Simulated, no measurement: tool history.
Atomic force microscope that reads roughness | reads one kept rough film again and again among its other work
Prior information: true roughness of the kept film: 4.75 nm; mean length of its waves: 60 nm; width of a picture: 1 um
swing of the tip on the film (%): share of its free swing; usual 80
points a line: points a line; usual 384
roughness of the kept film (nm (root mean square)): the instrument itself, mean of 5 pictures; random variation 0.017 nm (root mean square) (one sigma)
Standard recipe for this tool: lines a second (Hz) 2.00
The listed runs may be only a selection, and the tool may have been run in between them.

run	day	lines a second (Hz)	swing of the tip on the film (%)	points a line	roughness of the kept film (nm (root mean square))
1	0.000	2.00	80	384	3.987
2	1.575	2.00	80	384	3.847
# day 2.633: new tip fitted
3	3.929	2.00	80	578	3.973
# day 6.367: new tip fitted
4	6.692	2.00	80	578	4.050
5	9.875	2.00	80	384	3.823
# day 10.192: new tip fitted
6	12.117	2.00	80	384	3.932
# day 13.967: new tip fitted
7	14.054	0.98	80	384	4.312
# day 14.392: height scale calibrated on a step standard
8	15.612	0.98	80	384	4.162
# day 17.771: new tip fitted
9	17.929	2.00	80	285	4.060

Estimate the outcome of run 10 from the log above:
10	20.638	3.60	80	384	?

roughness of the kept film (nm (root mean square)): 3.570
On a tool with no hidden condition, and with the same random variation, this run would have come out at roughness of the kept film (nm (root mean square)) 3.807.

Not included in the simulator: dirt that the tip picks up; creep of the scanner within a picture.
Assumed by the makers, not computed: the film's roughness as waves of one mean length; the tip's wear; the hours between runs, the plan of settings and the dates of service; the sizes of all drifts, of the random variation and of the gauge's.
